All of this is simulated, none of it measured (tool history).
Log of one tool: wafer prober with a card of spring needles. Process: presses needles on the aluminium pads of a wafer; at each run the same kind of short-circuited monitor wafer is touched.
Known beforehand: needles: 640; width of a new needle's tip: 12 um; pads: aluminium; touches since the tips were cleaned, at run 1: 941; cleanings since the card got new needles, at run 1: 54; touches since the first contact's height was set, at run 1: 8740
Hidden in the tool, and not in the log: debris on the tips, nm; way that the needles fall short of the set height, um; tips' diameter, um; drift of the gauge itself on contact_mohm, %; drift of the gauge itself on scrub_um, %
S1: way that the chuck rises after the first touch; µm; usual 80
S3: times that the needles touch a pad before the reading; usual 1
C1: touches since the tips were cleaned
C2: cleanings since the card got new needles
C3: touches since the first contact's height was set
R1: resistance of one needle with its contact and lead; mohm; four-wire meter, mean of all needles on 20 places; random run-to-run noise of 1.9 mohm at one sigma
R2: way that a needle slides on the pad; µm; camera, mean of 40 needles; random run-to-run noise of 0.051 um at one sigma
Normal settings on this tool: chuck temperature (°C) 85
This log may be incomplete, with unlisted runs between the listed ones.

run 1 day=0 | S1=80 chuck_temperature_(°C)=85 S3=1 | C1=941 C2=54 C3=8740 | R1=205 R2=17.84
-- day=0.667 tips cleaned on abrasive film
run 2 day=0.712 | S1=80 chuck_temperature_(°C)=85 S3=1 | C1=552 C2=55 C3=17455 | R1=205 R2=17.88
-- day=1.312 tips cleaned on abrasive film
run 3 day=1.938 | S1=80 chuck_temperature_(°C)=85 S3=1 | C1=7686 C2=56 C3=32443 | R1=235 R2=17.87
-- day=2.004 tips cleaned on abrasive film
-- day=2.675 tips cleaned on abrasive film
run 4 day=2.758 | S1=80 chuck_temperature_(°C)=85 S3=1 | C1=1015 C2=58 C3=42413 | R1=212 R2=17.78
-- day=3.354 tips cleaned on abrasive film
run 5 day=3.917 | S1=80 chuck_temperature_(°C)=72 S3=1 | C1=6925 C2=59 C3=56623 | R1=235 R2=17.87
-- day=4.029 tips cleaned on abrasive film
-- day=4.679 tips cleaned on abrasive film
run 6 day=5.146 | S1=80 chuck_temperature_(°C)=72 S3=1 | C1=5751 C2=61 C3=71650 | R1=228 R2=17.7
-- day=5.329 tips cleaned on abrasive film
-- day=5.983 tips cleaned on abrasive film
run 7 day=5.983 | S1=80 chuck_temperature_(°C)=72 S3=1 | C1=0 C2=63 C3=81805 | R1=197 R2=17.75
-- day=6.7 tips cleaned on abrasive film
run 8 day=6.738 | S1=79 chuck_temperature_(°C)=85 S3=1 | C1=476 C2=64 C3=91040 | R1=203 R2=17.47
-- day=7.462 tips cleaned on abrasive film
run 9 day=7.7 | S1=79 chuck_temperature_(°C)=85 S3=1 | C1=2925 C2=65 C3=102822 | R1=224 R2=17.45
-- day=8.175 tips cleaned on abrasive film
run 10 day=8.783 | S1=79 chuck_temperature_(°C)=85 S3=1 | C1=7440 C2=66 C3=116065 | R1=241 R2=17.46
-- day=8.862 tips cleaned on abrasive film
-- day=9.5 tips cleaned on abrasive film
run 11 day=9.5 | S1=79 chuck_temperature_(°C)=85 S3=1 | C1=0 C2=68 C3=124787 | R1=197 R2=17.42
-- day=10.183 tips cleaned on abrasive film
run 12 day=10.346 | S1=79 chuck_temperature_(°C)=85 S3=1 | C1=1994 C2=69 C3=135130 | R1=220 R2=17.46
-- day=10.908 tips cleaned on abrasive film
run 13 day=11.188 | S1=79 chuck_temperature_(°C)=85 S3=1 | C1=3434 C2=70 C3=145422 | R1=228 R2=17.37
-- day=11.583 tips cleaned on abrasive film
run 14 day=12.025 | S1=80 chuck_temperature_(°C)=85 S3=2 | C1=5418 C2=71 C3=155673 | R1=215 R2=17.69
-- day=12.229 tips cleaned on abrasive film
-- day=12.554 height of the first contact set anew
-- day=13.004 tips cleaned on abrasive film
run 15 day=13.079 | S1=80 chuck_temperature_(°C)=82 S3=1 | C1=928 C2=73 C3=6446 | R1=206 R2=17.97
-- day=13.658 tips cleaned on abrasive film
-- day=14.321 tips cleaned on abrasive film
run 16 day=14.321 | S1=80 chuck_temperature_(°C)=85 S3=1 | C1=0 C2=75 C3=21565 | R1=197 R2=17.81

Forecast run 17:
-- day=15 tips cleaned on abrasive film
run 17 day=15.058 | S1=80 chuck_temperature_(°C)=85 S3=2 | C1=721 C2=76 C3=30589 | R1=? R2=?

R1: 203 mohm
R2: 17.84 µm
Had the tool carried no hidden state, the very same run would have given R1 196 mohm, R2 17.9 µm.
